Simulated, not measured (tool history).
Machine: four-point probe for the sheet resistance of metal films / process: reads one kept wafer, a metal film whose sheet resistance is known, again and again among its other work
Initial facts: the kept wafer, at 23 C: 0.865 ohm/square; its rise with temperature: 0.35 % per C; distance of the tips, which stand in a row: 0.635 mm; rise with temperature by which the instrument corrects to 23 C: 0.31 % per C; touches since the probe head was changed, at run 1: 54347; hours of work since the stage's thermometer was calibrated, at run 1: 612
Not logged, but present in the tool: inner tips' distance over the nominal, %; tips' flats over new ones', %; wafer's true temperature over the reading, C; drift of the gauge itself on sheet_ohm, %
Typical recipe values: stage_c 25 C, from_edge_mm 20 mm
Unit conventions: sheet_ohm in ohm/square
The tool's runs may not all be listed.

run,hour,stage_c,from_edge_mm,touches since the probe head was changed,hours of work since the stage's thermometer was calibrated,sheet_ohm
1,0.0,25,20,54347,612,0.874863
2,24.6,25,20,55043,624,0.875559
3,70.1,25,20,56327,644,0.875762
4,102.6,25,20,57243,659,0.875476
5,124.0,25,20,57848,669,0.875748
6,154.7,25,20,58715,683,0.875920
7,196.6,25,20,59897,702,0.876197
8,226.7,25,11,60748,716,0.877186
# hour 238.3: new probe head fitted
9,266.7,25,11,801,734,0.867176
10,309.3,25,11,2004,754,0.867377
11,337.1,25,35,2791,766,0.866253
12,369.4,25,35,3702,781,0.866174
13,418.1,25,3,5077,803,0.886778
14,467.2,25,3,6464,826,0.886784
15,509.9,25,3,7669,845,0.887239
16,535.7,25,20,8396,857,0.867363
17,583.7,28,56,9754,879,0.867888
18,614.5,28,4,10624,893,0.879614
19,639.2,24,66,11318,905,0.866905
20,684.6,28,6,12601,926,0.873656
21,732.2,25,11,13944,947,0.869475
22,758.3,25,20,14682,959,0.868579
23,788.6,25,20,15539,973,0.868362
24,812.9,25,50,16225,984,0.868122
25,835.5,25,12,16863,995,0.869626
26,877.8,26,34,18056,1014,0.868925
27,898.3,26,34,18635,1023,0.869058
28,943.1,26,34,19900,1044,0.868934
29,981.3,19,6,20978,1062,0.872111
30,1005.9,20,4,21673,1073,0.878954
31,1048.6,20,4,22879,1092,0.879494

Difference, measured minus no-hidden-state, one row per run. Run-to-run variation is common to both terms; the gauge's own scatter need not be:
run,sheet_ohm
1,+0.009147
2,+0.009263
3,+0.009466
4,+0.009603
5,+0.009699
6,+0.009836
7,+0.010039
8,+0.010179
9,+0.000034
10,+0.000220
11,+0.000356
12,+0.000503
13,+0.000745
14,+0.000976
15,+0.001160
16,+0.001251
17,+0.001469
18,+0.001630
19,+0.001721
20,+0.001924
21,+0.002137
22,+0.002257
23,+0.002379
24,+0.002488
25,+0.002592
26,+0.002785
27,+0.002891
28,+0.003084
29,+0.003293
30,+0.003428
31,+0.003631

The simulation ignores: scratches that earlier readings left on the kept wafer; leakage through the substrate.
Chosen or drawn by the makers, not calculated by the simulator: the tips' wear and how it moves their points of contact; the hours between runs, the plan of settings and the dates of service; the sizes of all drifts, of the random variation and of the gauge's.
